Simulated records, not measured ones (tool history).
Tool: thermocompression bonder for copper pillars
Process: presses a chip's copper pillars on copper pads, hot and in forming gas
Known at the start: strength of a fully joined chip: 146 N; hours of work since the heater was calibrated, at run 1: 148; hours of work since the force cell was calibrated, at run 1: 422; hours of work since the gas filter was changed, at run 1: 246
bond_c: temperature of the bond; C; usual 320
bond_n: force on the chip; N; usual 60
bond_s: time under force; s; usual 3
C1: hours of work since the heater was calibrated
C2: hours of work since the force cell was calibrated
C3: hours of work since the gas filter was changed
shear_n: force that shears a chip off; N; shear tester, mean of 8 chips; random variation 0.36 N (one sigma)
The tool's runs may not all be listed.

Run 1, hour 0: usual settings; C1 148; C2 422; C3 246. Result: shear_n 49.4 N.
Run 2, hour 9.2: usual settings; C1 152; C2 426; C3 250. Result: shear_n 49.7 N.
Run 3, hour 19: usual settings; C1 156; C2 431; C3 254. Result: shear_n 49.4 N.
Run 4, hour 28.2: usual settings; C1 161; C2 435; C3 258. Result: shear_n 49.1 N.
Run 5, hour 34.8: usual settings; C1 163; C2 438; C3 261. Result: shear_n 49 N.
Run 6, hour 41.9: usual settings; C1 167; C2 441; C3 264. Result: shear_n 49.4 N.
Run 7, hour 48.8: usual settings; C1 170; C2 444; C3 268. Result: shear_n 49.4 N.
Run 8, hour 57.3: usual settings; C1 174; C2 448; C3 271. Result: shear_n 49.1 N.
At hour 62.8: forming gas filter changed.
Run 9, hour 67.5: usual settings; C1 178; C2 452; C3 2. Result: shear_n 52.5 N.
Run 10, hour 74.6: usual settings; C1 181; C2 455; C3 5. Result: shear_n 52.9 N.
Run 11, hour 81.8: usual settings but bond_s 2 s; C1 184; C2 459; C3 8. Result: shear_n 45.3 N.
Run 12, hour 91.7: usual settings but bond_n 81 N; C1 189; C2 463; C3 13. Result: shear_n 63.3 N.
Run 13, hour 97.3: usual settings but bond_c 340 C, bond_n 58 N; C1 191; C2 466; C3 15. Result: shear_n 59.9 N.
Run 14, hour 107.8: usual settings but bond_c 340 C, bond_n 58 N; C1 196; C2 470; C3 20. Result: shear_n 59.6 N.
Run 15, hour 117.5: usual settings but bond_c 340 C, bond_n 58 N; C1 200; C2 475; C3 24. Result: shear_n 60.3 N.
Run 16, hour 127.8: usual settings but bond_c 340 C, bond_n 58 N; C1 205; C2 479; C3 29. Result: shear_n 59.8 N.

Forecast run 17:
Run 17, hour 134.2: usual settings but bond_c 340 C, bond_n 58 N; C1 208; C2 482; C3 32. Result: shear_n ?.

Run 17 gave shear_n 60 N.
Without the tool's hidden state the same run would have given shear_n 61.5 N.
